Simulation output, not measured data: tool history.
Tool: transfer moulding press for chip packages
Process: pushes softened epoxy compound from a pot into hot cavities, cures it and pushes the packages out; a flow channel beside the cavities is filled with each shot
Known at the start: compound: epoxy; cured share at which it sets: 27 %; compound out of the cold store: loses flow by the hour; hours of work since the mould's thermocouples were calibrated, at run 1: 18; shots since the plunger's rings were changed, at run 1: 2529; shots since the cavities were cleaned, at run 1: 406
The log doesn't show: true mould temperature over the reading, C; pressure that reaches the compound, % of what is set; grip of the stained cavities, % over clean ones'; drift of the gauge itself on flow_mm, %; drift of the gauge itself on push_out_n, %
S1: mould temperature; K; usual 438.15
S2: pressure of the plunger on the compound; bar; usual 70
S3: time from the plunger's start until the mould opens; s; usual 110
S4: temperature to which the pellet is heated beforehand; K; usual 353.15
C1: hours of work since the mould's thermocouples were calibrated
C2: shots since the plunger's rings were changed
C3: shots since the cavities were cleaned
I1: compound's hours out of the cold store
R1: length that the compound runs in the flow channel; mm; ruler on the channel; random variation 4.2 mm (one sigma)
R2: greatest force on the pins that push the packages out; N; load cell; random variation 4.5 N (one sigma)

run,day,S1,S2,S3,S4,C1,C2,C3,I1,R1,R2
1,0,438.15,70,110,353.15,18,2529,406,46,679,233
2,0.525,438.15,70,110,345.15,25,2644,521,40,701,232
3,1.075,438.15,70,110,345.15,32,2764,641,31.2,727,245
# day 1.183: cavities cleaned with cleaning compound and waxed
4,1.904,438.15,70,110,353.15,42,2933,158,19.5,764,239
5,2.271,438.15,70,110,353.15,46,3013,238,9.5,800,260
6,3.025,438.15,70,110,353.15,56,3178,403,44.5,678,235
7,3.608,438.15,70,110,343.15,63,3307,532,36.4,708,252
8,4.025,438.15,70,110,353.15,68,3398,623,33.7,715,242
# day 4.212: cavities cleaned with cleaning compound and waxed
9,4.812,438.15,70,110,363.15,77,3557,132,40.2,695,244
10,5.633,440.15,70,110,353.15,88,3737,312,35.4,705,209
11,6.15,438.15,70,110,353.15,94,3850,425,39.4,697,234
12,6.629,438.15,70,110,353.15,100,3955,530,33.4,711,242
# day 7.242: cavities cleaned with cleaning compound and waxed
13,7.438,438.15,70,110,353.15,110,4119,43,45.6,681,230
14,8.175,438.15,70,110,353.15,119,4280,204,20.8,767,242
15,8.75,442.15,70,146,353.15,126,4407,331,15.6,769,187
16,9.092,435.15,65.7,104,349.15,130,4481,405,39.8,686,317
17,9.746,445.15,70,131,348.15,139,4626,550,20,748,183
# day 10.254: cavities cleaned with cleaning compound and waxed
18,10.55,445.15,70,123,348.15,148,4787,65,27.2,719,188
19,11.221,445.15,70,123,348.15,156,4935,213,16.8,752,188
20,11.996,441.15,70,97,362.15,166,5105,383,17.8,763,252
21,12.404,441.15,70,97,362.15,171,5194,472,35.6,704,245
# day 13.271: cavities cleaned with cleaning compound and waxed
22,13.271,441.15,70,97,362.15,181,5371,0,46.8,669,247
23,14.046,441.15,70,97,362.15,191,5541,170,31,709,238
24,14.804,438.15,69.6,110,344.15,201,5707,336,22.7,747,240
25,15.233,441.15,69.6,95,344.15,206,5801,430,35.8,697,262
26,15.679,431.15,70,113,352.15,212,5899,528,23.7,764,370
27,16.112,434.15,70,110,353.15,217,5994,623,24,748,307
# day 16.292: cavities cleaned with cleaning compound and waxed
28,16.55,444.15,56,144,355.15,222,6076,56,37.7,618,176

5 ways to go on from here, each from the tool as it stands after run 28. What would each give?
A,16.888,433.15,69.8,110,361.15,226,6150,130,17.7,?,?
B,16.888,438.15,79.7,110,345.15,226,6150,130,24,?,?
C,16.888,444.15,76.4,120,347.15,226,6150,130,36.8,?,?
D,16.888,436.15,55.9,110,344.15,226,6150,130,22.3,?,?
E,16.888,432.15,70,110,348.15,226,6150,130,13.9,?,?

run,R1,R2
A,777,329
B,798,239
C,729,185
D,680,277
E,792,379
Without the tool's hidden state the same runs would have given:
run,R1,R2
A,781,328
B,801,238
C,732,184
D,683,276
E,795,377

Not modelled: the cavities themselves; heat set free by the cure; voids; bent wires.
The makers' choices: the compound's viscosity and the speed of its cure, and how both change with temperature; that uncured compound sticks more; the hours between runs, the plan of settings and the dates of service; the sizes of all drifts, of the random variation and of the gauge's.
